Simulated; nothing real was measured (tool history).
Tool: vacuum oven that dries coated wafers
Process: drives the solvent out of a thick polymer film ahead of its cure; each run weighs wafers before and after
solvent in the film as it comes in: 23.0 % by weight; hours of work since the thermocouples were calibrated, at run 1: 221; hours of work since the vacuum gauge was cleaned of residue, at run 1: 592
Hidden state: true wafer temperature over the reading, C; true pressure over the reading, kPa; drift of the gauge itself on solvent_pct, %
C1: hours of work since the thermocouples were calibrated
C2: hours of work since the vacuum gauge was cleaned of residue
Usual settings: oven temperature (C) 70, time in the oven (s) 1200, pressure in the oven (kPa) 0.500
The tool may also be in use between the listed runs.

Run 1, hour 0.0: usual settings; C1 221; C2 592. Result: solvent left in the film (%) 5.75.
Run 2, hour 26.9: usual settings; C1 236; C2 607. Result: solvent left in the film (%) 5.89.
Run 3, hour 54.4: usual settings; C1 252; C2 622. Result: solvent left in the film (%) 5.77.
Run 4, hour 74.3: usual settings; C1 263; C2 633. Result: solvent left in the film (%) 5.87.
Run 5, hour 94.7: usual settings; C1 274; C2 644. Result: solvent left in the film (%) 5.81.
Run 6, hour 121.7: usual settings but time in the oven (s) 1080; C1 289; C2 660. Result: solvent left in the film (%) 6.47.
Run 7, hour 147.1: usual settings but time in the oven (s) 1080; C1 303; C2 674. Result: solvent left in the film (%) 6.53.
Run 8, hour 169.4: usual settings but time in the oven (s) 1080; C1 316; C2 686. Result: solvent left in the film (%) 6.58.
Run 9, hour 182.0: usual settings but time in the oven (s) 1620; C1 323; C2 693. Result: solvent left in the film (%) 4.36.
Run 10, hour 204.5: usual settings but time in the oven (s) 1620; C1 335; C2 706. Result: solvent left in the film (%) 4.31.
Run 11, hour 221.6: usual settings but time in the oven (s) 1620; C1 345; C2 715. Result: solvent left in the film (%) 4.33.
Run 12, hour 247.3: usual settings but time in the oven (s) 900; C1 359; C2 730. Result: solvent left in the film (%) 7.66.
Run 13, hour 274.4: usual settings but time in the oven (s) 900; C1 374; C2 745. Result: solvent left in the film (%) 7.89.
Run 14, hour 301.1: usual settings but time in the oven (s) 900; C1 389; C2 760. Result: solvent left in the film (%) 7.74.
Run 15, hour 327.8: usual settings; C1 404; C2 775. Result: solvent left in the film (%) 6.00.
Run 16, hour 353.5: usual settings; C1 418; C2 789. Result: solvent left in the film (%) 6.07.
Run 17, hour 373.8: usual settings but oven temperature (C) 60; C1 430; C2 800. Result: solvent left in the film (%) 11.12.
Run 18, hour 398.1: usual settings but oven temperature (C) 83; C1 443; C2 814. Result: solvent left in the film (%) 1.74.
Run 19, hour 421.1: usual settings but pressure in the oven (kPa) 0.801; C1 456; C2 827. Result: solvent left in the film (%) 6.69.
Run 20, hour 445.4: usual settings but pressure in the oven (kPa) 0.801; C1 470; C2 840. Result: solvent left in the film (%) 6.69.
Run 21, hour 457.9: usual settings but pressure in the oven (kPa) 0.801; C1 477; C2 847. Result: solvent left in the film (%) 6.79.
Run 22, hour 469.1: usual settings; C1 483; C2 854. Result: solvent left in the film (%) 6.18.
Run 23, hour 493.5: usual settings; C1 497; C2 867. Result: solvent left in the film (%) 6.36.
Run 24, hour 511.3: usual settings but oven temperature (C) 64; C1 507; C2 877. Result: solvent left in the film (%) 9.03.
Run 25, hour 529.4: usual settings but oven temperature (C) 64, pressure in the oven (kPa) 1.962; C1 517; C2 887. Result: solvent left in the film (%) 12.26.
Run 26, hour 547.4: usual settings but oven temperature (C) 81, time in the oven (s) 1740; C1 527; C2 897. Result: solvent left in the film (%) 1.57.
Run 27, hour 567.6: usual settings but oven temperature (C) 72, time in the oven (s) 1740, pressure in the oven (kPa) 1.014; C1 538; C2 908. Result: solvent left in the film (%) 4.70.
Run 28, hour 588.0: usual settings but oven temperature (C) 83, pressure in the oven (kPa) 1.555; C1 549; C2 920. Result: solvent left in the film (%) 3.37.
Run 29, hour 607.4: usual settings but oven temperature (C) 84, time in the oven (s) 1440, pressure in the oven (kPa) 1.144; C1 560; C2 931. Result: solvent left in the film (%) 2.38.
Run 30, hour 630.1: usual settings but oven temperature (C) 65, time in the oven (s) 1560, pressure in the oven (kPa) 1.049; C1 573; C2 943. Result: solvent left in the film (%) 8.38.
Run 31, hour 657.5: usual settings but oven temperature (C) 65, time in the oven (s) 1560, pressure in the oven (kPa) 1.049; C1 588; C2 959. Result: solvent left in the film (%) 8.27.
Run 32, hour 679.8: usual settings but oven temperature (C) 72, time in the oven (s) 1560, pressure in the oven (kPa) 0.874; C1 601; C2 971. Result: solvent left in the film (%) 4.88.
Run 33, hour 696.9: usual settings but oven temperature (C) 72, time in the oven (s) 1560, pressure in the oven (kPa) 0.874; C1 610; C2 981. Result: solvent left in the film (%) 4.89.
Run 34, hour 719.5: usual settings but oven temperature (C) 66, time in the oven (s) 1740, pressure in the oven (kPa) 0.311; C1 623; C2 993. Result: solvent left in the film (%) 5.71.
Run 35, hour 732.1: usual settings but oven temperature (C) 66, time in the oven (s) 1740, pressure in the oven (kPa) 0.311; C1 630; C2 1000. Result: solvent left in the film (%) 5.69.
Run 36, hour 756.0: usual settings but time in the oven (s) 1440, pressure in the oven (kPa) 0.597; C1 643; C2 1014. Result: solvent left in the film (%) 5.66.
Run 37, hour 782.3: usual settings but time in the oven (s) 1440, pressure in the oven (kPa) 0.597; C1 658; C2 1028. Result: solvent left in the film (%) 5.62.
Run 38, hour 803.6: usual settings but time in the oven (s) 1440, pressure in the oven (kPa) 0.597; C1 670; C2 1040. Result: solvent left in the film (%) 5.67.
Run 39, hour 829.4: usual settings but time in the oven (s) 1440, pressure in the oven (kPa) 0.479; C1 684; C2 1055. Result: solvent left in the film (%) 5.37.
Run 40, hour 851.6: usual settings but oven temperature (C) 83, time in the oven (s) 1440, pressure in the oven (kPa) 0.450; C1 697; C2 1067. Result: solvent left in the film (%) 1.58.
Run 41, hour 865.2: usual settings but oven temperature (C) 83, time in the oven (s) 1440, pressure in the oven (kPa) 0.450; C1 704; C2 1075. Result: solvent left in the film (%) 1.72.
Run 42, hour 891.2: usual settings but oven temperature (C) 63, time in the oven (s) 2040; C1 719; C2 1089. Result: solvent left in the film (%) 6.98.
Run 43, hour 916.2: usual settings but oven temperature (C) 59, time in the oven (s) 720, pressure in the oven (kPa) 1.322; C1 733; C2 1103. Result: solvent left in the film (%) 16.20.
Run 44, hour 935.2: usual settings but oven temperature (C) 59, time in the oven (s) 720, pressure in the oven (kPa) 1.322; C1 743; C2 1114. Result: solvent left in the film (%) 15.95.
Run 45, hour 961.2: usual settings but oven temperature (C) 59, time in the oven (s) 720, pressure in the oven (kPa) 1.322; C1 758; C2 1128. Result: solvent left in the film (%) 16.04.
Run 46, hour 987.4: usual settings but oven temperature (C) 83, time in the oven (s) 720, pressure in the oven (kPa) 1.701; C1 772; C2 1143. Result: solvent left in the film (%) 5.43.
Run 47, hour 1003.7: usual settings but oven temperature (C) 63, time in the oven (s) 1680, pressure in the oven (kPa) 1.725; C1 781; C2 1152. Result: solvent left in the film (%) 11.19.

Forecast each of these 3 alternatives for the next run:
Run A, hour 1022.0: usual settings but oven temperature (C) 77, time in the oven (s) 1020, pressure in the oven (kPa) 0.516; C1 792; C2 1162. Result: solvent left in the film (%) ?.
Run B, hour 1022.0: usual settings but oven temperature (C) 58, time in the oven (s) 660, pressure in the oven (kPa) 0.579; C1 792; C2 1162. Result: solvent left in the film (%) ?.
Run C, hour 1022.0: usual settings but oven temperature (C) 77, time in the oven (s) 660, pressure in the oven (kPa) 0.314; C1 792; C2 1162. Result: solvent left in the film (%) ?.

run  solvent left in the film (%)
  A                          4.48
  B                         15.41
  C                          6.67
Without the tool's hidden state the same runs would have given:
run  solvent left in the film (%)
  A                          3.40
  B                         14.27
  C                          5.62
